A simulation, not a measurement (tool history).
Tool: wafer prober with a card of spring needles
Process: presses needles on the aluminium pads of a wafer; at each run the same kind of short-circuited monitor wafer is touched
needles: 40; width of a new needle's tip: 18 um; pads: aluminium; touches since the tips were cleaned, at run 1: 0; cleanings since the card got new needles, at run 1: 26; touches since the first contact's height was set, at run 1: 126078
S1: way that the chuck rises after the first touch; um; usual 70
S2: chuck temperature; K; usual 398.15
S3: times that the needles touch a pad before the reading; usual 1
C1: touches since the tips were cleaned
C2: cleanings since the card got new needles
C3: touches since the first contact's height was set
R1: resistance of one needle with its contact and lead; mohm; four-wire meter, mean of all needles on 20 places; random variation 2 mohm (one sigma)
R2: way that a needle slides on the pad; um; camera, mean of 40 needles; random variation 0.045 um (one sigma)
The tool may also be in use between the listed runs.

run,hour,S1,S2,S3,C1,C2,C3,R1,R2
1,0,70,398.15,1,0,26,126078,213,15.25
# hour 11.5: tips cleaned on abrasive film
2,18.7,70,398.15,1,2639,27,132916,214,15.24
# hour 23.3: tips cleaned on abrasive film
# hour 34.9: tips cleaned on abrasive film
3,35,70,398.15,1,51,29,138818,213,15.15
# hour 46.4: tips cleaned on abrasive film
4,53.1,70,349.15,1,2458,30,145431,203,15.17
# hour 58.3: tips cleaned on abrasive film
# hour 69.7: tips cleaned on abrasive film
5,70.4,70,349.15,1,276,32,151702,199,15.12
# hour 82.2: tips cleaned on abrasive film
6,83.1,70,349.15,1,316,33,156312,206,15.19
# hour 93.7: tips cleaned on abrasive film
7,103.3,70,330.15,1,3559,34,163715,198,15.09
# hour 105.3: tips cleaned on abrasive film
# hour 117.8: tips cleaned on abrasive film
8,123.3,70,330.15,1,2001,36,170959,197,15.2
# hour 129.8: tips cleaned on abrasive film
9,139.6,70,330.15,1,3612,37,176911,199,15.17
# hour 142.2: tips cleaned on abrasive film
# hour 153.8: tips cleaned on abrasive film
10,158.6,70,330.15,1,1735,39,183798,201,15.17
# hour 165.7: tips cleaned on abrasive film
11,173.1,70,330.15,1,2719,40,189112,196,15.18
# hour 177.6: tips cleaned on abrasive film
# hour 189.1: tips cleaned on abrasive film
12,195.3,70,330.15,1,2272,42,197168,196,15.1
# hour 201.2: tips cleaned on abrasive film
# hour 213.3: tips cleaned on abrasive film
# hour 213.6: height of the first contact set anew
13,213.6,70,305.15,3,0,44,0,193,15.1
# hour 225.2: tips cleaned on abrasive film
14,225.2,52,390.15,1,0,45,4246,218,11.13
# hour 236.9: tips cleaned on abrasive film
15,241.3,78,379.15,1,1593,46,10101,207,16.8
# hour 248.8: tips cleaned on abrasive film
16,250.7,69,379.15,1,682,47,13510,210,14.85
# hour 260.2: tips cleaned on abrasive film
17,266.3,70,335.15,2,2240,48,19231,201,15.1
# hour 272.1: tips cleaned on abrasive film
18,280.8,70,398.15,2,3217,49,24509,214,15.04
# hour 284.8: tips cleaned on abrasive film
# hour 296.6: tips cleaned on abrasive film
19,298.2,62,335.15,1,571,51,30798,203,13.29

Forecast run 20:
# hour 308.6: tips cleaned on abrasive film
20,319.3,62,335.15,1,3907,52,38507,?,?

{"run 20": {"R1": 203, "R2": 13.31}}
Without the tool's hidden state the same run would have given R1 202 mohm, R2 13.53 um.

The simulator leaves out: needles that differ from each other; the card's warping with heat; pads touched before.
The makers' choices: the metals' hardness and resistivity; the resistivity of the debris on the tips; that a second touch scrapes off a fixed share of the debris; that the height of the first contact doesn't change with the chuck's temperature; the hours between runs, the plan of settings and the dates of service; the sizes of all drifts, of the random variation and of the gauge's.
